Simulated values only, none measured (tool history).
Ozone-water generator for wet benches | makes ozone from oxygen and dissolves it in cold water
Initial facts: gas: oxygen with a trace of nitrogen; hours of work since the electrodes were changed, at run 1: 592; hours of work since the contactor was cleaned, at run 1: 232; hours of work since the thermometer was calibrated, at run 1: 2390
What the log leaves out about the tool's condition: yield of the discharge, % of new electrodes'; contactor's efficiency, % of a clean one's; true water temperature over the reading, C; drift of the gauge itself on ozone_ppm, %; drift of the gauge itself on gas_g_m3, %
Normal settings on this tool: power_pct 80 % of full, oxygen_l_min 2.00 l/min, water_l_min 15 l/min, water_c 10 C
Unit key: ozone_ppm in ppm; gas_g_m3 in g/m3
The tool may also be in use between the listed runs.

run    hour  power_pct  oxygen_l_min  water_l_min  water_c  hours of work since the electrodes were changed  hours of work since the contactor was cleaned  hours of work since the thermometer was calibrated  ozone_ppm  gas_g_m3
  1     0.0         80          2.00           15       10                                              592                                            232                                                2390       16.4     240.8
  2    60.3         80          2.00           15       10                                              647                                            288                                                2446       16.3     240.6
  3   121.0         80          2.00           15       10                                              703                                            343                                                2501       16.3     241.1
  4   211.9         80          2.00           15       10                                              786                                            426                                                2585       16.1     238.8
  5   312.2         80          2.00           15       10                                              878                                            518                                                2677       16.0     235.6
  6   407.5         80          2.00           15       10                                              965                                            606                                                2764       15.9     235.8
  7   456.0         80          2.00           15       10                                             1010                                            650                                                2808       15.6     235.2
  8   557.3         80          2.00           15        6                                             1103                                            743                                                2901       16.1     231.1
  9   605.7         80          2.26           15       10                                             1147                                            787                                                2946       15.9     218.3
 10   688.9         80          2.26           13       10                                             1223                                            864                                                3022       17.7     216.4
 11   790.2         80          2.26           13       10                                             1316                                            957                                                3115       17.7     213.2
 12   892.1         47          2.00           15       10                                             1410                                           1050                                                3208       11.8     173.9
 13   984.0         47          2.00           15       10                                             1494                                           1134                                                3292       11.4     172.6
 14  1029.9         47          2.00           15       10                                             1536                                           1176                                                3334       11.4     173.0
 15  1084.9         47          2.00           15       10                                             1586                                           1227                                                3385       11.4     172.7
 16  1157.9         88          2.00           15       10                                             1653                                           1294                                                3452       15.3     235.0
     1164.3  -- water thermometer calibrated
 17  1215.4         80          2.00           15       10                                             1705                                           1346                                                  47       14.8     225.4
 18  1306.2         89          1.48           10        6                                             1789                                           1429                                                 130       21.9     279.0
     1351.6  -- water thermometer calibrated, once more
 19  1383.1         89          1.48           10        6                                             1859                                           1499                                                  29       21.7     279.1
 20  1446.8         89          1.48           10        6                                             1917                                           1557                                                  87       21.6     277.0
 21  1544.6         73          1.10           22       15                                             2007                                           1647                                                 177        7.6     292.9
 22  1632.9         80          2.00           13       10                                             2088                                           1728                                                 258       16.3     219.6
 23  1692.4         80          2.00           11       10                                             2142                                           1783                                                 312       18.6     218.7
 24  1766.6         79          2.00           17       11                                             2210                                           1851                                                 380       12.3     215.3
 25  1854.3         80          1.32           17       11                                             2291                                           1931                                                 461       11.0     271.1
 26  1905.9         80          2.72            9       13                                             2338                                           1978                                                 508       21.1     181.0
 27  1952.0         80          2.72            9       13                                             2380                                           2021                                                 550       21.2     180.2
 28  2005.8         52          2.00           16        9                                             2429                                           2070                                                 600       10.5     171.8
 29  2107.6         52          2.00           16        9                                             2523                                           2163                                                 693       10.6     173.8
 30  2199.6         80          2.00           14        7                                             2607                                           2247                                                 777       14.8     210.8
 31  2296.6         86          3.23           20       10                                             2696                                           2336                                                 866       11.6     166.0
 32  2399.0         80          2.00           12       10                                             2790                                           2430                                                 960       16.4     209.0
 33  2499.8         80          2.00           12       10                                             2882                                           2523                                                1053       16.2     207.7
 34  2561.8         80          2.00           12       10                                             2939                                           2579                                                1109       16.1     206.4

Consider 3 possible next runs. They are alternatives, not a sequence: every one starts from the tool as it was left by run 34. What does each give?
  A  2643.9         80          1.27           11       10                                             3014                                           2655                                                1184          ?         ?
  B  2643.9         45          3.58           12       10                                             3014                                           2655                                                1184          ?         ?
  C  2643.9         80          2.22           16        8                                             3014                                           2655                                                1184          ?         ?

run  ozone_ppm  gas_g_m3
  A       15.8     265.0
  B       12.7     113.0
  C       12.9     192.1
Stripped of hidden state, with their random variation kept, the same runs would have yielded:
run  ozone_ppm  gas_g_m3
  A       20.5     319.3
  B       15.7     129.3
  C       16.8     231.6

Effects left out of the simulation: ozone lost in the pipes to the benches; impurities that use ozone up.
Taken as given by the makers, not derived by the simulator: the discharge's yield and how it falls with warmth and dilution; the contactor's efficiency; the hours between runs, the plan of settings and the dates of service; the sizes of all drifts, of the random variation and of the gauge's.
